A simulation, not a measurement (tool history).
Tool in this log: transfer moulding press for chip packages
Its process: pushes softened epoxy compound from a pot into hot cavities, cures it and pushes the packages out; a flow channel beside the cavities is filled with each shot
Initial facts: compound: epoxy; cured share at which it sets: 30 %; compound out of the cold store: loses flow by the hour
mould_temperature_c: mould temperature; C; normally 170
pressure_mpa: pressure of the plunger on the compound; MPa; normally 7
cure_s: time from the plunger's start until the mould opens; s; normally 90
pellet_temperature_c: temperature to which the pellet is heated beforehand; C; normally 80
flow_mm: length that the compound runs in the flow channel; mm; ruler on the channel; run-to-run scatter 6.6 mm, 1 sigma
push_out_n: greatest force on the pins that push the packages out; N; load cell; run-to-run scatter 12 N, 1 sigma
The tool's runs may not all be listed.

run,day,mould_temperature_c,pressure_mpa,cure_s,pellet_temperature_c,incoming compound's hours out of the cold store,flow_mm,push_out_n
1,0,170,7,90,80,23.2,985,699
2,1.029,170,7.29,90,80,29,981,815
# day 2.321: cavities cleaned with cleaning compound and waxed
3,2.988,170,7,90,80,38.9,918,1051
4,4.188,170,7,90,80,20.8,984,1080
# day 5.317: cavities cleaned with cleaning compound and waxed
5,5.854,170,7,90,80,20.5,984,654
6,7.729,170,7,90,80,34.1,914,848
# day 8.329: cavities cleaned with cleaning compound and waxed
7,9.529,177,7,90,80,37,873,633
8,10.908,170,7,90,80,40.1,873,847
# day 11.338: cavities cleaned with cleaning compound and waxed
# day 11.833: cavities cleaned with cleaning compound and waxed, once more
9,12.588,163,7,90,80,39.6,907,1046
# day 14.262: plunger's sealing rings changed
10,14.558,163,7,90,80,11.7,1081,1394
# day 14.946: cavities cleaned with cleaning compound and waxed
11,15.667,170,7,90,80,16.2,1020,700
12,17.121,170,7,130,80,28.4,958,717
# day 17.979: cavities cleaned with cleaning compound and waxed
13,17.979,170,7,130,80,26,975,465
14,18.771,170,7,90,80,44.4,894,652
15,19.75,170,7,90,84,19,986,808
# day 20.988: cavities cleaned with cleaning compound and waxed
16,20.988,170,5.49,122,80,36.3,807,461
17,22.596,171,5.55,120,89,24.3,842,655
# day 23.379: mould's thermocouples calibrated
18,23.717,170,7,95,74,38.7,896,834
# day 24.062: cavities cleaned with cleaning compound and waxed
19,25.188,168,6.96,103,78,47.9,853,686
20,26.6,170,5.41,122,80,16.7,846,759
# day 27.062: cavities cleaned with cleaning compound and waxed
21,28.104,170,5.41,122,80,39.4,770,631
# day 29.225: plunger's sealing rings changed
22,29.233,168,5.2,92,72,16.2,895,963
# day 30.267: cavities cleaned with cleaning compound and waxed
23,31.175,171,8.45,90,74,35.6,1016,715
24,32.658,170,7,90,86,45.4,892,844
# day 33.388: cavities cleaned with cleaning compound and waxed
25,34.271,163,6.61,78,84,41,904,1467
26,35.433,170,5.23,90,72,42.9,770,853
# day 36.396: cavities cleaned with cleaning compound and waxed
27,36.479,170,5.23,90,72,42.6,767,566
28,37.412,170,5.23,90,72,11.4,866,791

Alternative continuations, all from the tool just after run 28; predict every row:
A,38.696,163,6.2,74,72,23.3,?,?
B,38.696,163,5.37,90,74,18.2,?,?
C,38.696,178,5.48,80,72,47.5,?,?
D,38.696,170,5.29,90,72,38.1,?,?

run,flow_mm,push_out_n
A,922,2261
B,880,1411
C,738,752
D,779,847
With no hidden state in the tool, these same runs would have given:
run,flow_mm,push_out_n
A,972,1452
B,927,915
C,777,473
D,821,540

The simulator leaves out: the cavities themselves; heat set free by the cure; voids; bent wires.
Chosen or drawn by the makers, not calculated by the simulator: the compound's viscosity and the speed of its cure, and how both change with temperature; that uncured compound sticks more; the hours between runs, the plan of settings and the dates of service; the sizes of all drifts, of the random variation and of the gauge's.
